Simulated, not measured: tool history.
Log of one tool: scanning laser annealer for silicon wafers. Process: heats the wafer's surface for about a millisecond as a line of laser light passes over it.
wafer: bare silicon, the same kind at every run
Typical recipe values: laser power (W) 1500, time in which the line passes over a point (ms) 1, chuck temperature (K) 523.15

run,hour,laser power (W),time in which the line passes over a point (ms),chuck temperature (K),highest temperature of the surface (K)
1,0,1500,1,523.15,1299.15
2,43.6,1500,1,523.15,1304.15
3,80.6,1500,1,523.15,1295.15
4,141.5,1544,1,523.15,1320.15
# hour 165.8: optics aligned, line set to its width
5,184.3,1500,1,523.15,1298.15
6,219.6,1500,1,523.15,1296.15
7,299.8,1500,1,558.15,1330.15
8,357,1500,1.21,523.15,1357.15
9,424.5,1500,1.21,523.15,1354.15
10,492.4,1500,1,527.15,1289.15
11,554.1,1500,1,527.15,1284.15
12,607.4,1500,1,523.15,1281.15
# hour 616.8: window over the wafer cleaned
13,682.6,1500,1,523.15,1241.15
14,764.1,1500,1,523.15,1238.15
15,806.3,1500,1,523.15,1237.15
16,870.6,1515,1,523.15,1240.15
17,938.6,1515,1,523.15,1240.15
18,1009.6,1515,1,523.15,1235.15
# hour 1032.8: window over the wafer cleaned, once more
19,1080.5,1515,1,523.15,1333.15
20,1115.3,1585,1,555.15,1410.15
21,1182.8,1501,0.99,555.15,1348.15
22,1231.3,1502,1,523.15,1318.15
# hour 1240.5: optics aligned, line set to its width
23,1273.2,1502,1,523.15,1326.15
24,1309,1500,0.72,507.15,1199.15
25,1371.6,1546,0.77,493.15,1231.15
26,1448.4,1440,1.16,492.15,1296.15
27,1509.1,1377,0.95,538.15,1230.15
28,1592,1377,0.97,540.15,1240.15
29,1628.8,1396,0.98,517.15,1228.15
30,1706.4,1396,0.98,517.15,1225.15
31,1761.6,1592,0.75,559.15,1292.15
32,1803.1,1422,1.21,554.15,1345.15
33,1883.7,1583,0.85,525.15,1291.15
34,1943.7,1486,0.79,557.15,1241.15
35,2001.5,1486,0.79,557.15,1237.15

Forecast run 36:
36,2059.1,1486,0.79,557.15,?

highest temperature of the surface (K): 1238.15
Take away the tool's hidden state, keep the run-to-run variation as it was, and the same run would have given highest temperature of the surface (K) 1281.15.
